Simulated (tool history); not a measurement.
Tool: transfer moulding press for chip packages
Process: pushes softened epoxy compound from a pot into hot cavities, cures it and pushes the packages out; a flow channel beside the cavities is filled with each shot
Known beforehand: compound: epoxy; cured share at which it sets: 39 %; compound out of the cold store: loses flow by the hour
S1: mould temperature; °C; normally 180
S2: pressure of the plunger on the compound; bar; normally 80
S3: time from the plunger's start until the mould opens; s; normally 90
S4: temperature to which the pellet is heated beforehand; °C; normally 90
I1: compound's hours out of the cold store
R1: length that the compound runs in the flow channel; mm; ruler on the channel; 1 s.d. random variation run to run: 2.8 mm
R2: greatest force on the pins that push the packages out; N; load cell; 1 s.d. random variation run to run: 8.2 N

run	day	S1	S2	S3	S4	I1	R1	R2
1	0	180	80	90	90	30.2	697	521
# day 0.517: plunger's sealing rings changed
2	0.954	180	80	90	90	31.9	717	578
3	2.008	174	80	90	90	37.5	725	742
4	2.546	180	80	93	90	9.7	777	633
# day 2.658: cavities cleaned with cleaning compound and waxed
5	3.333	180	80	82	90	10.2	776	469
6	3.946	180	80	90	90	18.9	743	474
7	4.508	180	80	90	94	10.1	765	524
8	5.108	182	80	90	90	16.6	745	560
9	5.6	182	80	90	90	14.4	751	580
10	6.462	182	80	90	93	30.9	709	582
# day 7: cavities cleaned with cleaning compound and waxed
11	7.412	182	80	90	93	27.6	715	399
12	7.996	182	80	90	93	43.3	670	441
13	8.971	182	80	90	93	28.8	711	508
14	9.517	182	80	90	93	13.4	743	557
15	10.121	182	80	90	93	43.8	664	566
16	10.733	182	80	77	83	31.9	697	675
# day 11.35: cavities cleaned with cleaning compound and waxed
17	11.621	180	80	76	90	30.3	704	446
18	12.708	180	80	76	90	37.6	689	555
19	13.342	175	65.9	90	90	31.9	646	607
20	14.158	175	82.6	85	85	10.7	783	738
21	14.738	181	82.6	129	85	20.9	730	557
# day 15.733: cavities cleaned with cleaning compound and waxed
22	15.879	181	82.6	129	85	20.3	727	344
23	16.725	181	82.6	129	81	8.4	758	433
24	17.321	175	80	90	90	8	767	591
25	18.208	175	80	90	90	36.3	695	629
# day 18.704: plunger's sealing rings changed
26	19.346	175	80	90	90	9.3	800	706
# day 20.2: cavities cleaned with cleaning compound and waxed
27	20.329	182	66.9	121	91	42.3	625	333
28	21.179	188	60.6	90	90	40.2	583	419

Below are 5 alternative next runs, each starting from the tool's condition after run 28. Predict each:
A	22.025	183	60.6	77	85	45.6	?	?
B	22.025	174	60.6	90	87	13.5	?	?
C	22.025	180	98.1	90	90	17.2	?	?
D	22.025	180	80	74	90	19.3	?	?
E	22.025	179	95.2	72	90	42.4	?	?

run	R1	R2
A	581	526
B	681	648
C	834	528
D	745	625
E	756	627
Without the tool's hidden state the same runs would have given:
run	R1	R2
A	587	366
B	690	461
C	844	367
D	753	444
E	764	446
